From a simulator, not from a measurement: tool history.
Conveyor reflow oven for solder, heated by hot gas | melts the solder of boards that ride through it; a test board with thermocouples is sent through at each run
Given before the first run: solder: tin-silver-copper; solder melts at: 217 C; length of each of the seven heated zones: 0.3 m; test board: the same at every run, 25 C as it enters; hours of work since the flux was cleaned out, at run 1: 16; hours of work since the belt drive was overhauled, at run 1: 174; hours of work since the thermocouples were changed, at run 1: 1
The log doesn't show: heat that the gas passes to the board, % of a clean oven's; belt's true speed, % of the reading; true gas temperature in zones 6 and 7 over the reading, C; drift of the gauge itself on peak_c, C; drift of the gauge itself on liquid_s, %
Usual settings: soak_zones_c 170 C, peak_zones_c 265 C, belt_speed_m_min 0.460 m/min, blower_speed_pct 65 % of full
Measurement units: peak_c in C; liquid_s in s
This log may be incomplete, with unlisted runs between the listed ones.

run	hour	soak_zones_c	peak_zones_c	belt_speed_m_min	blower_speed_pct	hours of work since the flux was cleaned out	hours of work since the belt drive was overhauled	hours of work since the thermocouples were changed	peak_c	liquid_s
1	0.0	170	265	0.460	65	16	174	1	249.5	55.2
2	13.5	170	265	0.460	65	23	181	7	249.2	54.3
3	25.5	155	265	0.460	65	29	187	13	245.9	47.8
4	36.6	155	265	0.460	65	34	192	18	246.5	47.2
5	48.9	155	265	0.460	65	40	198	24	246.1	48.3
6	64.4	155	265	0.460	65	48	205	32	247.2	48.1
7	76.8	155	265	0.460	65	54	211	38	246.3	47.8
8	92.4	170	265	0.460	65	61	219	45	248.5	54.4
9	105.9	170	265	0.460	65	68	225	52	248.7	55.1
10	117.5	170	259	0.460	65	73	231	57	243.7	49.6
11	131.0	170	273	0.395	65	80	238	64	259.9	74.8
# hour 137.1: belt drive overhauled, speed set with a stopwatch
12	153.4	170	273	0.395	65	89	8	73	260.6	74.5
13	164.8	170	271	0.460	65	94	13	78	254.2	58.4

What does the tool deliver on the next run?
14	188.4	170	255	0.460	65	106	25	90	?	?

Run 14 came out at peak_c 240.0 C, liquid_s 46.0 s.
Minus the tool's unlogged condition, the same run would have read peak_c 240.7 C, liquid_s 47.0 s.
